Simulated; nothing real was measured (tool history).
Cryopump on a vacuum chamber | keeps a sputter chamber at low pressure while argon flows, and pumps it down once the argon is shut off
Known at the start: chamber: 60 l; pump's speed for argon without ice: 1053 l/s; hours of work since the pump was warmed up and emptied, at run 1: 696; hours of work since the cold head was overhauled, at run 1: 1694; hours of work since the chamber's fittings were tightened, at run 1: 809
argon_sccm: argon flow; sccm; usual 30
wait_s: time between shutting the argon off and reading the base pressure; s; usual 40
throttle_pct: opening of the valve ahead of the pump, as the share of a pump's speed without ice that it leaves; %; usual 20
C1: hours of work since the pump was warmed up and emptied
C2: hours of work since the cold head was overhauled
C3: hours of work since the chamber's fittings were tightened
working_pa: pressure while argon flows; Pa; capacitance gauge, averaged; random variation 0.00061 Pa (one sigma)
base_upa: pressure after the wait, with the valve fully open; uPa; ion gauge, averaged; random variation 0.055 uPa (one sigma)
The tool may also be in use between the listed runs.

Run 1, day 0: usual settings; C1 696; C2 1694; C3 809. Result: working_pa 0.2459 Pa, base_upa 3.75 uPa.
Run 2, day 2.288: usual settings; C1 731; C2 1730; C3 844. Result: working_pa 0.2473 Pa, base_upa 3.86 uPa.
Run 3, day 3.946: usual settings but throttle_pct 15 %; C1 757; C2 1755; C3 870. Result: working_pa 0.3257 Pa, base_upa 3.86 uPa.
Run 4, day 6.733: usual settings but argon_sccm 33 sccm; C1 800; C2 1798; C3 913. Result: working_pa 0.2718 Pa, base_upa 3.84 uPa.
Run 5, day 8.483: usual settings but argon_sccm 33 sccm; C1 826; C2 1825; C3 940. Result: working_pa 0.2728 Pa, base_upa 3.9 uPa.
Run 6, day 10.979: usual settings but argon_sccm 20 sccm; C1 865; C2 1863; C3 978. Result: working_pa 0.1645 Pa, base_upa 3.89 uPa.
Run 7, day 13.146: usual settings but throttle_pct 59 %; C1 898; C2 1897; C3 1011. Result: working_pa 0.0882 Pa, base_upa 3.84 uPa.
Run 8, day 14.929: usual settings but throttle_pct 59 %; C1 926; C2 1924; C3 1039. Result: working_pa 0.0893 Pa, base_upa 3.8 uPa.
Run 9, day 17.233: usual settings; C1 961; C2 1960; C3 1074. Result: working_pa 0.2481 Pa, base_upa 3.87 uPa.
At day 18.729: pump warmed up, emptied and cooled again.
Run 10, day 19.196: usual settings but wait_s 30 s; C1 7; C2 1987; C3 1101. Result: working_pa 0.2418 Pa, base_upa 4.96 uPa.
Run 11, day 21.475: usual settings but wait_s 30 s; C1 42; C2 2022; C3 1136. Result: working_pa 0.2433 Pa, base_upa 4.88 uPa.
Run 12, day 23.5: usual settings but wait_s 30 s, throttle_pct 48 %; C1 73; C2 2053; C3 1168. Result: working_pa 0.1028 Pa, base_upa 5.08 uPa.
Run 13, day 25.45: usual settings but wait_s 30 s, throttle_pct 48 %; C1 103; C2 2083; C3 1198. Result: working_pa 0.1028 Pa, base_upa 5 uPa.
Run 14, day 27.596: usual settings; C1 136; C2 2116; C3 1231. Result: working_pa 0.2433 Pa, base_upa 4.04 uPa.
Run 15, day 30.379: usual settings; C1 179; C2 2159; C3 1273. Result: working_pa 0.2432 Pa, base_upa 3.97 uPa.
Run 16, day 32.312: usual settings; C1 209; C2 2189; C3 1303. Result: working_pa 0.2443 Pa, base_upa 3.95 uPa.
Run 17, day 34.571: usual settings; C1 244; C2 2223; C3 1338. Result: working_pa 0.2443 Pa, base_upa 4.03 uPa.
Run 18, day 36.35: usual settings but argon_sccm 25 sccm; C1 271; C2 2251; C3 1365. Result: working_pa 0.2035 Pa, base_upa 4.06 uPa.
Run 19, day 38.154: usual settings but argon_sccm 39 sccm, wait_s 264 s, throttle_pct 47 %; C1 299; C2 2279; C3 1393. Result: working_pa 0.1382 Pa, base_upa 1.33 uPa.
Run 20, day 40.871: usual settings but argon_sccm 37 sccm, throttle_pct 43 %; C1 341; C2 2320; C3 1435. Result: working_pa 0.1426 Pa, base_upa 3.92 uPa.
Run 21, day 42.738: usual settings but argon_sccm 55 sccm, wait_s 201 s, throttle_pct 27 %; C1 369; C2 2349; C3 1464. Result: working_pa 0.3358 Pa, base_upa 1.54 uPa.
Run 22, day 45.596: usual settings but argon_sccm 36 sccm, wait_s 187 s, throttle_pct 59 %; C1 413; C2 2393; C3 1508. Result: working_pa 0.1034 Pa, base_upa 1.59 uPa.
Run 23, day 48.417: usual settings but argon_sccm 53 sccm, wait_s 106 s, throttle_pct 40 %; C1 457; C2 2437; C3 1551. Result: working_pa 0.2207 Pa, base_upa 2.09 uPa.
Run 24, day 50.854: usual settings but argon_sccm 40 sccm, wait_s 106 s, throttle_pct 40 %; C1 494; C2 2474; C3 1589. Result: working_pa 0.1679 Pa, base_upa 2.13 uPa.
Run 25, day 52.442: usual settings but argon_sccm 17 sccm, throttle_pct 31 %; C1 519; C2 2498; C3 1613. Result: working_pa 0.0914 Pa, base_upa 4.05 uPa.
Run 26, day 54.696: usual settings but argon_sccm 17 sccm, wait_s 129 s, throttle_pct 31 %; C1 554; C2 2533; C3 1648. Result: working_pa 0.0919 Pa, base_upa 1.96 uPa.
Run 27, day 56.267: usual settings but argon_sccm 13 sccm, wait_s 35 s, throttle_pct 17 %; C1 578; C2 2557; C3 1672. Result: working_pa 0.1257 Pa, base_upa 4.5 uPa.
Run 28, day 58.958: usual settings but argon_sccm 13 sccm, wait_s 102 s, throttle_pct 17 %; C1 619; C2 2599; C3 1713. Result: working_pa 0.1255 Pa, base_upa 2.19 uPa.
Run 29, day 61.796: usual settings but argon_sccm 24 sccm, wait_s 278 s, throttle_pct 41 %; C1 663; C2 2642; C3 1757. Result: working_pa 0.0992 Pa, base_upa 1.56 uPa.
Run 30, day 64.479: usual settings but argon_sccm 20 sccm, wait_s 32 s, throttle_pct 24 %; C1 704; C2 2684; C3 1798. Result: working_pa 0.1382 Pa, base_upa 4.87 uPa.
Run 31, day 66.721: usual settings but argon_sccm 37 sccm, wait_s 68 s, throttle_pct 41 %; C1 739; C2 2718; C3 1833. Result: working_pa 0.1534 Pa, base_upa 2.9 uPa.
Run 32, day 68.733: usual settings but argon_sccm 37 sccm, wait_s 68 s, throttle_pct 41 %; C1 770; C2 2749; C3 1864. Result: working_pa 0.1535 Pa, base_upa 2.95 uPa.
Run 33, day 71.45: usual settings but wait_s 23 s; C1 811; C2 2791; C3 1906. Result: working_pa 0.248 Pa, base_upa 6.64 uPa.
Run 34, day 73.688: usual settings but wait_s 81 s, throttle_pct 50 %; C1 846; C2 2825; C3 1940. Result: working_pa 0.1042 Pa, base_upa 2.72 uPa.

Hidden state at the last listed run before each entry between runs and at the first one after, where it differs:
Between runs 9 and 10: pump warmed up, emptied and cooled again (day 18.729)
  pump's speed, % of a pump's without ice: 88.8 -> 99.1; cold plate's temperature, K: 13.21 -> 13.22; leak into the chamber, uPa l/s: 734 -> 744
  measured less the result without the state, working_pa: +0.0074 -> +0.0017 Pa; base_upa: +0.52 -> +0.45 uPa
